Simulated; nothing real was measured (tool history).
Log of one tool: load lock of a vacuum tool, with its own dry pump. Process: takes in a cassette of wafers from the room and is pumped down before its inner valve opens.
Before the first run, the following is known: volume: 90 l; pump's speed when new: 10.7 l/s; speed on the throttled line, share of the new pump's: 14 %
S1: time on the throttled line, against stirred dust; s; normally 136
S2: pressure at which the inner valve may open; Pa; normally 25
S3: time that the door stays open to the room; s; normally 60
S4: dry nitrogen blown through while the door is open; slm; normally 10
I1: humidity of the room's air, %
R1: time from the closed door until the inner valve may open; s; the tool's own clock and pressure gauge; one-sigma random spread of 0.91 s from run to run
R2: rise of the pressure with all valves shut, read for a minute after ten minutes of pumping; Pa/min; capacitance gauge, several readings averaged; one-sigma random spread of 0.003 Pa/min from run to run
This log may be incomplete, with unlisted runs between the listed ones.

run 1 hour=0 | S1=136 S2=25 S3=60 S4=10 | I1=43.8 | R1=188.8 R2=0.047
run 2 hour=137.9 | S1=136 S2=25 S3=60 S4=10 | I1=42.2 | R1=190 R2=0.051
run 3 hour=340.1 | S1=136 S2=25 S3=60 S4=10 | I1=46 | R1=189.2 R2=0.054
run 4 hour=493.7 | S1=136 S2=25 S3=60 S4=10 | I1=43.9 | R1=189.6 R2=0.055
run 5 hour=687.6 | S1=136 S2=25 S3=60 S4=10 | I1=46.7 | R1=191.1 R2=0.056
run 6 hour=833.8 | S1=136 S2=25 S3=60 S4=10 | I1=45.1 | R1=191.6 R2=0.057
run 7 hour=1023.9 | S1=136 S2=25 S3=60 S4=10 | I1=45 | R1=191.5 R2=0.063
run 8 hour=1151.8 | S1=136 S2=25 S3=60 S4=10 | I1=46.1 | R1=190.1 R2=0.063
run 9 hour=1317.1 | S1=96 S2=44 S3=60 S4=10 | I1=44.1 | R1=151.2 R2=0.065
run 10 hour=1476.2 | S1=90 S2=18 S3=60 S4=10 | I1=47.8 | R1=155.9 R2=0.071
run 11 hour=1694.5 | S1=83 S2=27 S3=60 S4=8 | I1=48 | R1=145.6 R2=0.067
run 12 hour=1903.7 | S1=83 S2=27 S3=29 S4=23 | I1=44.9 | R1=146.9 R2=0.052
run 13 hour=2082.2 | S1=83 S2=27 S3=29 S4=23 | I1=47.3 | R1=147.7 R2=0.053

Consider 5 possible next runs. They are alternatives, not a sequence: every one starts from the tool as it was left by run 13. What does each give?
run A hour=2209.2 | S1=83 S2=27 S3=175 S4=18 | I1=40.6 | R1=? R2=?
run B hour=2209.2 | S1=173 S2=40 S3=60 S4=7 | I1=45.8 | R1=? R2=?
run C hour=2209.2 | S1=238 S2=25 S3=122 S4=7 | I1=43.1 | R1=? R2=?
run D hour=2209.2 | S1=73 S2=27 S3=29 S4=23 | I1=45.9 | R1=? R2=?
run E hour=2209.2 | S1=244 S2=27 S3=72 S4=23 | I1=45.2 | R1=? R2=?

run=A R1=146.2 R2=0.094
run=B R1=220.1 R2=0.075
run=C R1=278.3 R2=0.095
run=D R1=137.7 R2=0.053
run=E R1=282.4 R2=0.072
What these runs would have given with no unlogged condition in the tool:
run=A R1=140.4 R2=0.054
run=B R1=215.9 R2=0.035
run=C R1=274.7 R2=0.054
run=D R1=132 R2=0.011
run=E R1=278.9 R2=0.031
